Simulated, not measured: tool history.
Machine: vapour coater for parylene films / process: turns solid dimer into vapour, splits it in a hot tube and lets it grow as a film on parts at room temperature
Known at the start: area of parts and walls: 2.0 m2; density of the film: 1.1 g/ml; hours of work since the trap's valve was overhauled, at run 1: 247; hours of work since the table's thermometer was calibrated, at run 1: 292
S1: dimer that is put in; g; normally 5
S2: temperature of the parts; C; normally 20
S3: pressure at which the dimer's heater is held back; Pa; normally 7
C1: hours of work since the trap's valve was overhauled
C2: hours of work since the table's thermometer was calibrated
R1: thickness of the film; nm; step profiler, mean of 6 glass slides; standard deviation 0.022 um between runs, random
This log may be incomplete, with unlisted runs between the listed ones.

run 1 hour=0 | S1=5 S2=20 S3=7 | C1=247 C2=292 | R1=1100
run 2 hour=15.2 | S1=7 S2=20 S3=7 | C1=257 C2=301 | R1=1560
run 3 hour=27.1 | S1=7 S2=20 S3=7 | C1=264 C2=308 | R1=1540
run 4 hour=43.1 | S1=7 S2=20 S3=7 | C1=274 C2=318 | R1=1520
run 5 hour=60.5 | S1=7 S2=20 S3=7 | C1=284 C2=328 | R1=1540
run 6 hour=75.4 | S1=4 S2=20 S3=7 | C1=293 C2=337 | R1=890
run 7 hour=94.3 | S1=5 S2=20 S3=5.76 | C1=305 C2=349 | R1=1110
run 8 hour=104.1 | S1=5 S2=20 S3=6.33 | C1=311 C2=355 | R1=1070
-- hour=116.5 trap's valve overhauled
run 9 hour=123.3 | S1=5 S2=16 S3=7 | C1=4 C2=364 | R1=1380
run 10 hour=139.2 | S1=5 S2=20 S3=7 | C1=14 C2=374 | R1=1280
run 11 hour=151.8 | S1=5 S2=20 S3=7 | C1=21 C2=382 | R1=1270
run 12 hour=169.9 | S1=5 S2=20 S3=7 | C1=33 C2=393 | R1=1280
run 13 hour=184.2 | S1=2 S2=31 S3=2.71 | C1=41 C2=401 | R1=460
run 14 hour=194.8 | S1=9 S2=20 S3=2.71 | C1=48 C2=408 | R1=2480
run 15 hour=211.7 | S1=8 S2=20 S3=3.21 | C1=58 C2=418 | R1=2170
run 16 hour=221.1 | S1=5 S2=29 S3=6.33 | C1=64 C2=424 | R1=1070
run 17 hour=233.3 | S1=2 S2=13 S3=6.41 | C1=71 C2=431 | R1=540
run 18 hour=242.6 | S1=2 S2=13 S3=5.7 | C1=77 C2=437 | R1=550
run 19 hour=257.4 | S1=8 S2=20 S3=7 | C1=86 C2=446 | R1=1980
run 20 hour=267 | S1=5 S2=28 S3=7 | C1=92 C2=452 | R1=1040
run 21 hour=286.3 | S1=5 S2=12 S3=8.16 | C1=103 C2=463 | R1=1410
run 22 hour=303.8 | S1=5 S2=12 S3=8.16 | C1=114 C2=474 | R1=1370
run 23 hour=314.2 | S1=5 S2=15 S3=2.09 | C1=120 C2=480 | R1=1490

Each row is a separate what-if for the run after 23, all from the same tool condition, not one after another. Results?
run A hour=327.1 | S1=8 S2=15 S3=11.94 | C1=128 C2=488 | R1=?
run B hour=327.1 | S1=5 S2=24 S3=7 | C1=128 C2=488 | R1=?
run C hour=327.1 | S1=5 S2=24 S3=2.09 | C1=128 C2=488 | R1=?
run D hour=327.1 | S1=5 S2=15 S3=6.64 | C1=128 C2=488 | R1=?
run E hour=327.1 | S1=3 S2=12 S3=8.25 | C1=128 C2=488 | R1=?

run=A R1=2000
run=B R1=1110
run=C R1=1220
run=D R1=1320
run=E R1=810
What these runs would have given with no unlogged condition in the tool:
run=A R1=2130
run=B R1=1190
run=C R1=1310
run=D R1=1410
run=E R1=870

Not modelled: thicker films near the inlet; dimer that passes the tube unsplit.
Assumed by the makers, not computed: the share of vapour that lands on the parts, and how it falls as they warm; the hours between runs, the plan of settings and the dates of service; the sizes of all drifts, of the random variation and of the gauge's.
